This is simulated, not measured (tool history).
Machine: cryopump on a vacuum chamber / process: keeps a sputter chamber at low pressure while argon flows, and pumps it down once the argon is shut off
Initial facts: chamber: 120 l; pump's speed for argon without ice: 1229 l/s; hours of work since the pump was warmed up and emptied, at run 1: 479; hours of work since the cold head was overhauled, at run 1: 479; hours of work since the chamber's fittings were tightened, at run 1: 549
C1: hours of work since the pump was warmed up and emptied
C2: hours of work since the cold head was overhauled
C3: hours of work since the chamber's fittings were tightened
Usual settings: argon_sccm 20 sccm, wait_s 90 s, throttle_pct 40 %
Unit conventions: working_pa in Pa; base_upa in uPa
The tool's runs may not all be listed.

run 1 hour=0 | argon_sccm=20 wait_s=90 throttle_pct=40 | C1=479 C2=479 C3=549 | working_pa=0.0708 base_upa=1.82
run 2 hour=62.2 | argon_sccm=20 wait_s=90 throttle_pct=40 | C1=532 C2=532 C3=602 | working_pa=0.0714 base_upa=1.99
run 3 hour=115.2 | argon_sccm=20 wait_s=90 throttle_pct=40 | C1=577 C2=577 C3=648 | working_pa=0.0706 base_upa=2.02
run 4 hour=159.6 | argon_sccm=20 wait_s=90 throttle_pct=40 | C1=615 C2=615 C3=685 | working_pa=0.071 base_upa=2.12
run 5 hour=232.2 | argon_sccm=20 wait_s=90 throttle_pct=40 | C1=677 C2=677 C3=747 | working_pa=0.0714 base_upa=2.21
run 6 hour=293.1 | argon_sccm=20 wait_s=90 throttle_pct=40 | C1=729 C2=729 C3=799 | working_pa=0.0714 base_upa=2.35
run 7 hour=357.9 | argon_sccm=20 wait_s=90 throttle_pct=40 | C1=784 C2=784 C3=855 | working_pa=0.0717 base_upa=2.43
run 8 hour=438.7 | argon_sccm=9 wait_s=140 throttle_pct=40 | C1=853 C2=853 C3=924 | working_pa=0.0324 base_upa=2.36
run 9 hour=520.7 | argon_sccm=9 wait_s=140 throttle_pct=40 | C1=923 C2=923 C3=994 | working_pa=0.0328 base_upa=2.45
run 10 hour=572.8 | argon_sccm=33 wait_s=140 throttle_pct=40 | C1=968 C2=968 C3=1038 | working_pa=0.1185 base_upa=2.56
run 11 hour=617.6 | argon_sccm=14 wait_s=269 throttle_pct=43 | C1=1006 C2=1006 C3=1076 | working_pa=0.0482 base_upa=2.47
run 12 hour=696.7 | argon_sccm=20 wait_s=35 throttle_pct=57 | C1=1073 C2=1073 C3=1144 | working_pa=0.0518 base_upa=4.21
run 13 hour=770.1 | argon_sccm=20 wait_s=35 throttle_pct=57 | C1=1136 C2=1136 C3=1206 | working_pa=0.0529 base_upa=4.26

The same runs without the tool's hidden state, with the same run-to-run variation:
Unlogged tool condition in this case: pump's speed, % of a pump's without ice; cold plate's temperature, K; leak into the chamber, uPa l/s; drift of the gauge itself on working_pa, %; drift of the gauge itself on base_upa, %.
run=1 working_pa=0.0691 base_upa=0.89
run=2 working_pa=0.0695 base_upa=0.95
run=3 working_pa=0.0685 base_upa=0.91
run=4 working_pa=0.0687 base_upa=0.93
run=5 working_pa=0.0688 base_upa=0.92
run=6 working_pa=0.0686 base_upa=0.92
run=7 working_pa=0.0687 base_upa=0.93
run=8 working_pa=0.0309 base_upa=0.67
run=9 working_pa=0.0312 base_upa=0.63
run=10 working_pa=0.1122 base_upa=0.66
run=11 working_pa=0.0454 base_upa=0.45
run=12 working_pa=0.0475 base_upa=2.04
run=13 working_pa=0.0483 base_upa=1.96
